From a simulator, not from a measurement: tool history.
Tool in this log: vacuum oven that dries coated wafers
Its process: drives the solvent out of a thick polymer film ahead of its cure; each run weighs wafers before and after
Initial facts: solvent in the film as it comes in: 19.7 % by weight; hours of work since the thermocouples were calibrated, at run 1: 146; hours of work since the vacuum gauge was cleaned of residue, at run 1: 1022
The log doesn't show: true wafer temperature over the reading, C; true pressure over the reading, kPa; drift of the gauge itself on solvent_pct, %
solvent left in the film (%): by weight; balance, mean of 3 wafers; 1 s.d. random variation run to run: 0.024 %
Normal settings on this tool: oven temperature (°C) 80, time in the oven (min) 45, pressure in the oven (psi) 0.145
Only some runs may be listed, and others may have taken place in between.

| run | day | oven temperature (°C) | time in the oven (min) | pressure in the oven (psi) | hours of work since the thermocouples were calibrated | hours of work since the vacuum gauge was cleaned of residue | solvent left in the film (%) |
|---|---|---|---|---|---|---|---|
| 1 | 0 | 80 | 45 | 0.145 | 146 | 1022 | 2 |
| 2 | 1.554 | 80 | 45 | 0.145 | 171 | 1047 | 2.05 |
| 3 | 3.396 | 80 | 45 | 0.145 | 202 | 1077 | 2.02 |
| 4 | 5.692 | 80 | 45 | 0.145 | 239 | 1115 | 2.04 |
| 5 | 7.712 | 80 | 45 | 0.145 | 272 | 1148 | 2.05 |
| 6 | 9.55 | 80 | 45 | 0.145 | 302 | 1178 | 2 |
| 7 | 11.792 | 80 | 45 | 0.145 | 338 | 1214 | 2.07 |
| 8 | 12.846 | 80 | 45 | 0.145 | 356 | 1232 | 2.1 |
| 9 | 14.225 | 80 | 45 | 0.145 | 378 | 1254 | 2.15 |
| 10 | 16.258 | 75 | 45 | 0.146 | 411 | 1287 | 3.14 |
| 11 | 18.117 | 80 | 48 | 0.145 | 442 | 1317 | 2.02 |
| 12 | 19.967 | 73 | 61 | 0.184 | 472 | 1348 | 3.34 |
| 13 | 21.696 | 80 | 45 | 0.426 | 500 | 1376 | 4.53 |
| 14 | 23 | 66 | 48 | 0.405 | 521 | 1397 | 9.39 |
| 15 | 25.142 | 72 | 44 | 0.145 | 556 | 1432 | 4.32 |
| 16 | 27.171 | 82 | 24 | 0.365 | 589 | 1465 | 5.17 |

Below are 4 alternative next runs, each starting from the tool's condition after run 16. Predict each:
|  | 28.121 | oven's thermocouples calibrated |
| A | 29.425 | 76 | 32 | 0.155 | 21 | 1501 | ? |
|  | 28.121 | oven's thermocouples calibrated |
| B | 29.425 | 67 | 24 | 0.365 | 21 | 1501 | ? |
|  | 28.121 | oven's thermocouples calibrated |
| C | 29.425 | 80 | 35 | 0.247 | 21 | 1501 | ? |
|  | 28.121 | oven's thermocouples calibrated |
| D | 29.425 | 73 | 45 | 0.116 | 21 | 1501 | ? |

| run | solvent left in the film (%) |
|---|---|
| A | 4.34 |
| B | 11.26 |
| C | 3.65 |
| D | 3.54 |
Stripped of hidden state, with their random variation kept, the same runs would have yielded:
| run | solvent left in the film (%) |
|---|---|
| A | 3.79 |
| B | 10.62 |
| C | 3.17 |
| D | 2.95 |
